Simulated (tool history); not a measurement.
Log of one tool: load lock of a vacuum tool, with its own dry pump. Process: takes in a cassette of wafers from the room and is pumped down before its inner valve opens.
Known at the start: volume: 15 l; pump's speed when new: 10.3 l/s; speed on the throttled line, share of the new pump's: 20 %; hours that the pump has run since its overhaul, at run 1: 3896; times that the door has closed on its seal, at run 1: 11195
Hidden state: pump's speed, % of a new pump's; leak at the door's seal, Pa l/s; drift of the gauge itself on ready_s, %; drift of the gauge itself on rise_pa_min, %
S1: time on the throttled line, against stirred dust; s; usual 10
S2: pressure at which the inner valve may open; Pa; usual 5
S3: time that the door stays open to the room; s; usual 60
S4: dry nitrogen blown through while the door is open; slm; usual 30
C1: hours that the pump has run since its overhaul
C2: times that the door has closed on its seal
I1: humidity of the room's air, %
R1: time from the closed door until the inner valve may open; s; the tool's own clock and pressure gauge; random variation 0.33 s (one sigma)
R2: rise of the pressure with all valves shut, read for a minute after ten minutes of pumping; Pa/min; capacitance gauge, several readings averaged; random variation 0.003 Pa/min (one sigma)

Run 1, day 0: usual settings; C1 3896; C2 11195; I1 47.8. Result: R1 22.8 s, R2 0.179 Pa/min.
Run 2, day 3.967: usual settings but S3 34 s; C1 3991; C2 11468; I1 43.9. Result: R1 22.5 s, R2 0.166 Pa/min.
Run 3, day 7.521: usual settings but S3 34 s; C1 4077; C2 11713; I1 43. Result: R1 23.4 s, R2 0.167 Pa/min.
Run 4, day 9.654: usual settings but S3 34 s; C1 4128; C2 11861; I1 42.6. Result: R1 23.3 s, R2 0.172 Pa/min.
Run 5, day 11.75: usual settings; C1 4178; C2 12005; I1 45.5. Result: R1 23.6 s, R2 0.177 Pa/min.
Run 6, day 14.092: usual settings; C1 4234; C2 12167; I1 46.9. Result: R1 23.3 s, R2 0.189 Pa/min.
Run 7, day 16.496: usual settings; C1 4292; C2 12332; I1 43.5. Result: R1 23.4 s, R2 0.187 Pa/min.
Run 8, day 18.838: usual settings but S3 29 s; C1 4348; C2 12494; I1 45.5. Result: R1 23.4 s, R2 0.182 Pa/min.
Run 9, day 21.133: usual settings but S3 29 s; C1 4403; C2 12652; I1 46.6. Result: R1 23.4 s, R2 0.19 Pa/min.
Run 10, day 24.512: usual settings but S2 8 Pa, S3 36 s; C1 4484; C2 12885; I1 45.5. Result: R1 22.8 s, R2 0.193 Pa/min.
Run 11, day 28.229: usual settings but S1 7 s, S2 6 Pa, S3 46 s, S4 36 slm; C1 4574; C2 13142; I1 44.2. Result: R1 20.4 s, R2 0.195 Pa/min.
Run 12, day 32.25: usual settings but S1 7 s, S2 6 Pa, S3 46 s, S4 36 slm; C1 4670; C2 13419; I1 47.6. Result: R1 21.3 s, R2 0.203 Pa/min.
Run 13, day 34.858: usual settings but S1 7 s, S2 6 Pa, S3 46 s, S4 36 slm; C1 4733; C2 13599; I1 44.3. Result: R1 20.9 s, R2 0.209 Pa/min.
Run 14, day 38.033: usual settings but S1 6 s, S3 78 s, S4 8 slm; C1 4809; C2 13818; I1 46.1. Result: R1 20.6 s, R2 0.248 Pa/min.
Run 15, day 41.458: usual settings but S2 9 Pa, S3 76 s; C1 4891; C2 14054; I1 45.1. Result: R1 23.1 s, R2 0.228 Pa/min.
Run 16, day 44.283: usual settings but S2 9 Pa, S3 76 s; C1 4959; C2 14249; I1 45.7. Result: R1 22.8 s, R2 0.236 Pa/min.
Run 17, day 47.146: usual settings but S2 9 Pa, S3 76 s; C1 5028; C2 14446; I1 44. Result: R1 22.5 s, R2 0.233 Pa/min.

Hidden state or all else? Some run-to-run changes of R1, split into what the settings, what came in and random variation would give without the hidden state, and what is left for the hidden state (with any gauge scatter that isn't in both results):
Run 1 -> 2: S3 60 -> 34. R1 -0.3 s: hidden state +0.1, all else -0.4.
Run 14 -> 15: S1 6 -> 10, S2 5 -> 9, S3 78 -> 76, S4 8 -> 30. R1 +2.5 s: hidden state -0.1, all else +2.6.

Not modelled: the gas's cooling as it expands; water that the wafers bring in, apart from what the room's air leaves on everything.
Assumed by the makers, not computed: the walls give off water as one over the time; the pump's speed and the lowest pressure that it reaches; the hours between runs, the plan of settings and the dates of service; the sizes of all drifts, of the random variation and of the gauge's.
